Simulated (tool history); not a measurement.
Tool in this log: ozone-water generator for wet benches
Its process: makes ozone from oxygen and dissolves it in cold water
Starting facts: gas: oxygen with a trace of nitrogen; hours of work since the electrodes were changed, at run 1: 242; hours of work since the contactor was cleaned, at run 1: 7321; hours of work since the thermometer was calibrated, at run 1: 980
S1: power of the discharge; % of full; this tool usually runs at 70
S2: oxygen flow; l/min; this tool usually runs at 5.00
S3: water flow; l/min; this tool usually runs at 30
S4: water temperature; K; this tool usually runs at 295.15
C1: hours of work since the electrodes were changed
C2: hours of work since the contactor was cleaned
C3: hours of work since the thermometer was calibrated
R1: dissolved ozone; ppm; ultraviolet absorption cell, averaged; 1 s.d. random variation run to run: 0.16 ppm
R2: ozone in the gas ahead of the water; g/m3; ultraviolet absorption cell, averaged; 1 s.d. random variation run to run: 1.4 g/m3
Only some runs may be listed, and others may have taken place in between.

run,hour,S1,S2,S3,S4,C1,C2,C3,R1,R2
1,0.0,70,5.00,30,295.15,242,7321,980,20.5,258.9
2,15.8,70,5.00,30,295.15,252,7331,991,20.7,259.0
3,33.4,70,5.00,30,295.15,263,7342,1002,20.6,260.1
4,61.1,70,5.00,30,295.15,281,7360,1020,20.8,259.7
5,86.3,70,5.00,26,295.15,297,7376,1036,23.1,258.4
6,112.2,70,5.00,26,295.15,314,7393,1052,22.9,258.9
7,134.4,70,5.00,26,295.15,328,7407,1067,22.9,260.1
8,152.1,70,5.00,26,295.15,339,7418,1078,23.2,256.9
# hour 159.1: contactor cleaned
9,172.7,70,5.00,30,295.15,350,9,1089,20.3,258.0
10,194.8,70,5.00,30,296.15,364,23,1103,20.1,257.4
11,218.1,70,5.00,30,296.15,379,38,1118,20.2,256.0
12,236.0,70,5.00,30,296.15,391,49,1129,20.2,258.7
13,258.6,70,5.00,30,296.15,405,64,1144,20.0,259.6
14,275.2,70,5.00,30,296.15,416,75,1155,19.9,258.3
# hour 304.5: contactor cleaned, once more
15,314.1,70,5.00,30,296.15,438,6,1177,20.8,258.4
16,336.5,70,5.00,30,296.15,453,21,1191,20.7,256.5
17,360.3,51,5.00,30,302.15,468,36,1207,15.1,204.2
18,397.8,51,5.00,30,302.15,492,60,1231,15.1,204.8
19,416.1,54,5.38,29,298.15,504,72,1242,17.2,202.5

Alternative continuations, all from the tool just after run 19; predict every row:
A,439.5,92,4.00,30,295.15,519,87,1257,?,?
B,439.5,86,6.08,29,298.15,519,87,1257,?,?
C,439.5,72,7.56,30,298.15,519,87,1257,?,?
D,439.5,70,4.29,30,291.15,519,87,1257,?,?

run,R1,R2
A,25.6,361.8
B,24.3,270.1
C,19.9,206.5
D,21.9,283.2
The same runs, with their run-to-run variation unchanged, on a tool lacking any hidden condition would have given:
run,R1,R2
A,25.9,364.7
B,24.5,272.2
C,20.2,207.9
D,22.2,285.2

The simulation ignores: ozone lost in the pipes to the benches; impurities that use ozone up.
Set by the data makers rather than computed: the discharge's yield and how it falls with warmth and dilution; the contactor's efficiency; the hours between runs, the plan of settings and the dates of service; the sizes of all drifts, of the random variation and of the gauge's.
